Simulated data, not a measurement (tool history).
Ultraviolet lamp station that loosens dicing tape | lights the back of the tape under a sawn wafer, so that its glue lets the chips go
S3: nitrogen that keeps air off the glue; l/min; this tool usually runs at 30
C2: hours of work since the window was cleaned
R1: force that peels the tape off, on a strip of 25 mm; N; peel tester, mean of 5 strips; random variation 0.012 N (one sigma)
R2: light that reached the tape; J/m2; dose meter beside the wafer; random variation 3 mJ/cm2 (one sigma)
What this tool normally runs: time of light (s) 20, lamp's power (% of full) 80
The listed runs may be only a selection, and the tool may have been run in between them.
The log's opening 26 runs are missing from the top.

Run 27, hour 681.4: usual settings but S3 28 l/min; hours of work of the lamp 541; C2 491. Result: R1 0.896 N, R2 3360 J/m2.
Run 28, hour 695.6: usual settings but lamp's power (% of full) 99, S3 28 l/min; hours of work of the lamp 549; C2 499. Result: R1 0.614 N, R2 4160 J/m2.
Run 29, hour 724.6: usual settings but lamp's power (% of full) 99, S3 28 l/min; hours of work of the lamp 567; C2 516. Result: R1 0.639 N, R2 4180 J/m2.
Run 30, hour 756.9: usual settings but lamp's power (% of full) 99, S3 28 l/min; hours of work of the lamp 586; C2 536. Result: R1 0.661 N, R2 4150 J/m2.
Run 31, hour 778.8: usual settings but time of light (s) 12, lamp's power (% of full) 67, S3 23 l/min; hours of work of the lamp 599; C2 549. Result: R1 2.083 N, R2 1660 J/m2.
Run 32, hour 796.3: usual settings but lamp's power (% of full) 92, S3 48 l/min; hours of work of the lamp 609; C2 559. Result: R1 0.579 N, R2 3760 J/m2.
Run 33, hour 828.8: usual settings but time of light (s) 11, lamp's power (% of full) 69, S3 37 l/min; hours of work of the lamp 629; C2 578. Result: R1 2.060 N, R2 1500 J/m2.
Run 34, hour 850.6: usual settings but time of light (s) 19, lamp's power (% of full) 77, S3 9 l/min; hours of work of the lamp 642; C2 591. Result: R1 1.700 N, R2 2930 J/m2.
Run 35, hour 880.4: usual settings but time of light (s) 19, lamp's power (% of full) 77, S3 9 l/min; hours of work of the lamp 659; C2 609. Result: R1 1.751 N, R2 2930 J/m2.
Run 36, hour 895.1: usual settings but lamp's power (% of full) 77, S3 34 l/min; hours of work of the lamp 668; C2 618. Result: R1 0.983 N, R2 3040 J/m2.
Run 37, hour 909.3: usual settings but time of light (s) 31, lamp's power (% of full) 77, S3 50 l/min; hours of work of the lamp 677; C2 626. Result: R1 0.375 N, R2 4790 J/m2.
Run 38, hour 927.7: usual settings but time of light (s) 40, lamp's power (% of full) 61; hours of work of the lamp 687; C2 637. Result: R1 0.468 N, R2 4810 J/m2.
Run 39, hour 956.6: usual settings but lamp's power (% of full) 89; hours of work of the lamp 705; C2 654. Result: R1 0.845 N, R2 3510 J/m2.
At hour 980.0: window cleaned of glue's vapour.
Run 40, hour 980.0: usual settings but lamp's power (% of full) 89; hours of work of the lamp 718; C2 0. Result: R1 0.646 N, R2 4000 J/m2.
Run 41, hour 998.6: usual settings but lamp's power (% of full) 89; hours of work of the lamp 729; C2 11. Result: R1 0.669 N, R2 3910 J/m2.
Run 42, hour 1023.2: usual settings but lamp's power (% of full) 89; hours of work of the lamp 744; C2 26. Result: R1 0.679 N, R2 3960 J/m2.
Run 43, hour 1038.2: usual settings but time of light (s) 24, lamp's power (% of full) 81; hours of work of the lamp 753; C2 35. Result: R1 0.585 N, R2 4250 J/m2.
Run 44, hour 1056.5: usual settings but lamp's power (% of full) 60, S3 33 l/min; hours of work of the lamp 764; C2 45. Result: R1 1.218 N, R2 2630 J/m2.

Branching from run 44: 3 alternative next runs. What would each branch give?
Run A, hour 1090.6: usual settings but time of light (s) 16, lamp's power (% of full) 60, S3 24 l/min; hours of work of the lamp 784; C2 66. Result: R1 ?, R2 ?.
Run B, hour 1090.6: usual settings but time of light (s) 33, lamp's power (% of full) 75, S3 35 l/min; hours of work of the lamp 784; C2 66. Result: R1 ?, R2 ?.
Run C, hour 1090.6: usual settings but time of light (s) 11; hours of work of the lamp 784; C2 66. Result: R1 ?, R2 ?.

run     R1    R2
  A  1.776  2070
  B  0.343  5420
  C  1.814  1900
What these runs would have given with no unlogged condition in the tool:
run     R1    R2
  A  1.374  2620
  B  0.219  6850
  C  1.411  2410
